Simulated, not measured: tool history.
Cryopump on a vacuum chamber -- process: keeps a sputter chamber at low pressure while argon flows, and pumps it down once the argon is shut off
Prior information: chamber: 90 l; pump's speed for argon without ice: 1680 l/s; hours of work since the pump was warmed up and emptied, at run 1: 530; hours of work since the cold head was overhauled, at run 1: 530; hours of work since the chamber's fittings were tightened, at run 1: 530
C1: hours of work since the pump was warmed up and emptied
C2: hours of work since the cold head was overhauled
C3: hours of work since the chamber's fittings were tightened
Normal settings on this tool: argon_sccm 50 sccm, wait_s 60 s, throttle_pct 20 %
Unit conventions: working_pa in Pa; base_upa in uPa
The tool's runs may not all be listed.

run 1 hour=0.0 | argon_sccm=50 wait_s=60 throttle_pct=20 | C1=530 C2=530 C3=530 | working_pa=0.2642 base_upa=1.28
run 2 hour=20.0 | argon_sccm=50 wait_s=60 throttle_pct=20 | C1=540 C2=540 C3=540 | working_pa=0.2663 base_upa=1.18
run 3 hour=36.3 | argon_sccm=50 wait_s=101 throttle_pct=20 | C1=549 C2=549 C3=549 | working_pa=0.2648 base_upa=1.00
run 4 hour=48.3 | argon_sccm=50 wait_s=101 throttle_pct=20 | C1=554 C2=554 C3=554 | working_pa=0.2652 base_upa=0.99
run 5 hour=74.7 | argon_sccm=50 wait_s=101 throttle_pct=20 | C1=568 C2=568 C3=568 | working_pa=0.2660 base_upa=1.05
run 6 hour=89.1 | argon_sccm=50 wait_s=101 throttle_pct=20 | C1=575 C2=575 C3=575 | working_pa=0.2670 base_upa=1.05
run 7 hour=109.3 | argon_sccm=50 wait_s=60 throttle_pct=20 | C1=585 C2=585 C3=585 | working_pa=0.2664 base_upa=1.27
run 8 hour=126.6 | argon_sccm=50 wait_s=60 throttle_pct=20 | C1=594 C2=594 C3=594 | working_pa=0.2678 base_upa=1.33
run 9 hour=151.7 | argon_sccm=50 wait_s=60 throttle_pct=20 | C1=606 C2=606 C3=606 | working_pa=0.2683 base_upa=1.34
run 10 hour=168.2 | argon_sccm=50 wait_s=60 throttle_pct=20 | C1=615 C2=615 C3=615 | working_pa=0.2686 base_upa=1.32
run 11 hour=181.4 | argon_sccm=50 wait_s=101 throttle_pct=20 | C1=621 C2=621 C3=621 | working_pa=0.2673 base_upa=1.06
run 12 hour=201.7 | argon_sccm=50 wait_s=101 throttle_pct=20 | C1=631 C2=631 C3=631 | working_pa=0.2681 base_upa=1.13
run 13 hour=226.7 | argon_sccm=50 wait_s=39 throttle_pct=20 | C1=644 C2=644 C3=644 | working_pa=0.2696 base_upa=1.73
run 14 hour=253.2 | argon_sccm=50 wait_s=39 throttle_pct=20 | C1=657 C2=657 C3=657 | working_pa=0.2686 base_upa=1.72
run 15 hour=276.2 | argon_sccm=50 wait_s=39 throttle_pct=20 | C1=669 C2=669 C3=669 | working_pa=0.2691 base_upa=1.75
run 16 hour=294.5 | argon_sccm=50 wait_s=39 throttle_pct=20 | C1=678 C2=678 C3=678 | working_pa=0.2714 base_upa=1.71
run 17 hour=310.3 | argon_sccm=50 wait_s=39 throttle_pct=20 | C1=686 C2=686 C3=686 | working_pa=0.2695 base_upa=1.75
run 18 hour=334.2 | argon_sccm=50 wait_s=39 throttle_pct=20 | C1=698 C2=698 C3=698 | working_pa=0.2698 base_upa=1.79
run 19 hour=353.8 | argon_sccm=50 wait_s=39 throttle_pct=20 | C1=708 C2=708 C3=708 | working_pa=0.2722 base_upa=1.74
run 20 hour=374.5 | argon_sccm=63 wait_s=39 throttle_pct=20 | C1=718 C2=718 C3=718 | working_pa=0.3439 base_upa=1.85
run 21 hour=391.0 | argon_sccm=63 wait_s=39 throttle_pct=20 | C1=726 C2=726 C3=726 | working_pa=0.3432 base_upa=1.77
run 22 hour=407.8 | argon_sccm=89 wait_s=96 throttle_pct=30 | C1=735 C2=735 C3=735 | working_pa=0.3358 base_upa=1.33
run 23 hour=433.4 | argon_sccm=89 wait_s=96 throttle_pct=30 | C1=747 C2=747 C3=747 | working_pa=0.3397 base_upa=1.29
run 24 hour=448.5 | argon_sccm=32 wait_s=71 throttle_pct=36 | C1=755 C2=755 C3=755 | working_pa=0.1032 base_upa=1.46
run 25 hour=472.2 | argon_sccm=32 wait_s=71 throttle_pct=36 | C1=767 C2=767 C3=767 | working_pa=0.1037 base_upa=1.47
run 26 hour=489.7 | argon_sccm=32 wait_s=71 throttle_pct=36 | C1=776 C2=776 C3=776 | working_pa=0.1049 base_upa=1.52
run 27 hour=513.9 | argon_sccm=45 wait_s=60 throttle_pct=59 | C1=788 C2=788 C3=788 | working_pa=0.0977 base_upa=1.63
run 28 hour=530.7 | argon_sccm=27 wait_s=200 throttle_pct=19 | C1=796 C2=796 C3=796 | working_pa=0.1561 base_upa=1.23
run 29 hour=558.3 | argon_sccm=27 wait_s=200 throttle_pct=19 | C1=810 C2=810 C3=810 | working_pa=0.1556 base_upa=1.22
run 30 hour=581.8 | argon_sccm=29 wait_s=254 throttle_pct=51 | C1=822 C2=822 C3=822 | working_pa=0.0714 base_upa=1.18
-- hour=601.3 pump warmed up, emptied and cooled again
run 31 hour=614.8 | argon_sccm=31 wait_s=60 throttle_pct=41 | C1=7 C2=836 C3=836 | working_pa=0.0758 base_upa=1.31
run 32 hour=627.6 | argon_sccm=56 wait_s=96 throttle_pct=19 | C1=13 C2=842 C3=842 | working_pa=0.2999 base_upa=1.08
run 33 hour=643.4 | argon_sccm=56 wait_s=96 throttle_pct=19 | C1=21 C2=850 C3=850 | working_pa=0.2989 base_upa=1.09
run 34 hour=657.4 | argon_sccm=50 wait_s=86 throttle_pct=21 | C1=28 C2=857 C3=857 | working_pa=0.2389 base_upa=1.18

How would selected steps in working_pa from run to run divide? Give the signed amount a tool lacking its hidden state would still show from settings, what came in and random variation, and the signed amount left for the hidden state, including any gauge scatter that is not in both of the compared results.
Hidden state present: pump's speed, % of a pump's without ice; cold plate's temperature, K; leak into the chamber, uPa l/s; drift of the gauge itself on working_pa, %; drift of the gauge itself on base_upa, %.
Run 21 -> 22: argon_sccm 63 -> 89, wait_s 39 -> 96, throttle_pct 20 -> 30. working_pa -0.0074 Pa: hidden state +0.0115, all else -0.0189.
Run 23 -> 24: argon_sccm 89 -> 32, wait_s 96 -> 71, throttle_pct 30 -> 36. working_pa -0.2365 Pa: hidden state -0.0251, all else -0.2114.
Run 29 -> 30: argon_sccm 27 -> 29, wait_s 200 -> 254, throttle_pct 19 -> 51. working_pa -0.0842 Pa: hidden state +0.0013, all else -0.0855.
Run 30 -> 31: argon_sccm 29 -> 31, wait_s 254 -> 60, throttle_pct 51 -> 41, pump warmed up, emptied and cooled again. working_pa +0.0044 Pa: hidden state -0.0139, all else +0.0183.
Run 31 -> 32: argon_sccm 31 -> 56, wait_s 60 -> 96, throttle_pct 41 -> 19. working_pa +0.2241 Pa: hidden state +0.0006, all else +0.2235.
